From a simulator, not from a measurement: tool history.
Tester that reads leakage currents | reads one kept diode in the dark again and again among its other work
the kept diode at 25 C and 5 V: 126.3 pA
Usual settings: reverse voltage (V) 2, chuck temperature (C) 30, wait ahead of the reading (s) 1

run	hour	reverse voltage (V)	chuck temperature (C)	wait ahead of the reading (s)	current that the tester gives (pA)
1	0	2	30	1	128.38
2	162.3	2	30	1	126.69
3	279.3	2	46	1	403.52
4	415.2	3.84	30	1	163.97
5	572.5	3.84	30	1	161.89
6	717.7	3.84	30	1	159.21
7	874.2	3.84	30	1	157.71
8	1006.1	3.84	30	1	156.42
9	1196.9	3.84	30	0.45	156.35
10	1315.2	2	30	1	117.3
11	1463.7	2	30	1	115.05
12	1604.9	2	30	1	114.45
13	1720.6	2	30	1	112.79
14	1874.7	2	30	1	111.69
15	2024.1	2	30	1	111.61
# hour 2099.1: chuck's temperature calibrated
16	2199.1	2	21	1	63.71
17	2367	2.06	21	1	64.27
18	2522	2	30	0.36	127.17
19	2648.6	2	30	0.36	126.07
20	2820.3	2	30	0.36	125.19
21	2962.1	2	30	0.36	123.24
22	3170	6.33	27	2.91	155.17
# hour 3329.7: probe card cleaned and baked
23	3339.5	6.33	27	2.91	148.37
24	3485.4	6.33	27	2.91	146.44
25	3662.6	1.38	50	2.91	422.84
26	3773.7	16.1	46	3.58	868.02
27	3959.6	1.6	35	2.76	148.72
28	4134.9	1.6	35	1.29	147.84
29	4270.3	2	30	0.44	110.55
30	4400.6	16.22	43	6.57	670.41
# hour 4489.2: chuck's temperature calibrated
31	4603.3	19.95	44	3.49	939.04
32	4687.6	1.36	50	0.43	474.04
33	4778.7	9.36	37	1	416.02
34	4901.3	5.1	24	0.58	120.91
35	5105	11.82	30	1	267
36	5231.2	16.68	22	2.94	162.86
37	5340.1	1.94	22	0.78	66.46
38	5488.4	1.94	22	0.78	65.44
39	5685	2.72	31	1.5	149.26
40	5891.1	2	46	3.27	387.22

Hidden state or all else? Some run-to-run changes of current that the tester gives (pA), split into what the settings, what came in and random variation would give without the hidden state, and what is left for the hidden state (with any gauge scatter that isn't in both results):
The hidden state here: stray current of the dirty probe card, pA a volt; current scale over the true one, %; true chuck temperature over the reading, C; drift of the gauge itself on leakage_pa, %.
Run 26 -> 27: reverse voltage (V) 16.1 -> 1.6, chuck temperature (C) 46 -> 35, wait ahead of the reading (s) 3.58 -> 2.76. current that the tester gives (pA) -719.3: hidden state +84.37, all else -803.67.
Run 29 -> 30: reverse voltage (V) 2 -> 16.22, chuck temperature (C) 30 -> 43, wait ahead of the reading (s) 0.44 -> 6.57. current that the tester gives (pA) +559.86: hidden state -96.05, all else +655.91.
Run 30 -> 31: reverse voltage (V) 16.22 -> 19.95, chuck temperature (C) 43 -> 44, wait ahead of the reading (s) 6.57 -> 3.49, chuck's temperature calibrated. current that the tester gives (pA) +268.63: hidden state +132.08, all else +136.55.
Run 31 -> 32: reverse voltage (V) 19.95 -> 1.36, chuck temperature (C) 44 -> 50, wait ahead of the reading (s) 3.49 -> 0.43. current that the tester gives (pA) -465: hidden state -12.16, all else -452.84.
